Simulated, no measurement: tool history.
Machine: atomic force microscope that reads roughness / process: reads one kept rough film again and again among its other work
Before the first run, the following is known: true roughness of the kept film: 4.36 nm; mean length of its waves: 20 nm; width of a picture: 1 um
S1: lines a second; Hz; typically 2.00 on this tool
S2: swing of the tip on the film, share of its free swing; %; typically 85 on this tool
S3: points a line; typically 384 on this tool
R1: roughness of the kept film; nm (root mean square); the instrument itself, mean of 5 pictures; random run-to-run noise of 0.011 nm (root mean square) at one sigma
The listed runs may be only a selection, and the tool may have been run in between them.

run	hour	S1	S2	S3	R1
1	0.0	2.00	85	384	2.029
2	25.7	2.00	85	384	1.915
3	54.3	2.00	85	384	1.792
4	68.1	2.00	85	384	1.741
5	95.2	2.00	85	384	1.638
6	112.9	1.42	85	384	1.624
7	128.1	1.42	85	384	1.582
# hour 151.2: new tip fitted
8	161.0	2.00	56	384	2.743
9	174.7	2.00	56	384	2.645
10	201.7	2.00	56	384	2.451
11	217.1	2.00	56	384	2.364
12	241.7	2.00	56	384	2.208
13	270.4	2.00	56	384	2.063
14	292.8	2.00	85	977	1.807
15	324.7	1.31	69	384	1.794
16	340.9	0.77	61	950	1.797
17	365.7	0.77	61	950	1.731
18	392.1	0.82	86	384	1.552
# hour 398.6: new tip fitted
19	406.3	0.82	86	384	2.663
20	419.9	2.00	57	384	2.618
21	437.5	2.00	57	384	2.519
22	467.5	2.00	57	384	2.337
23	484.2	2.00	57	687	2.249
24	514.3	2.00	57	687	2.108
25	544.5	0.63	67	384	1.955
26	571.5	0.91	85	338	1.778
27	587.7	0.91	85	338	1.728

Predict each of these 4 candidate next runs independently; none follows another, all start after run 27:
A	620.4	2.00	85	360	?
B	620.4	2.23	71	346	?
C	620.4	2.00	81	384	?
D	620.4	1.58	66	384	?

run	R1
A	1.519
B	1.596
C	1.547
D	1.646
With no hidden state in the tool, these same runs would have given:
run	R1
A	2.663
B	2.794
C	2.707
D	2.890
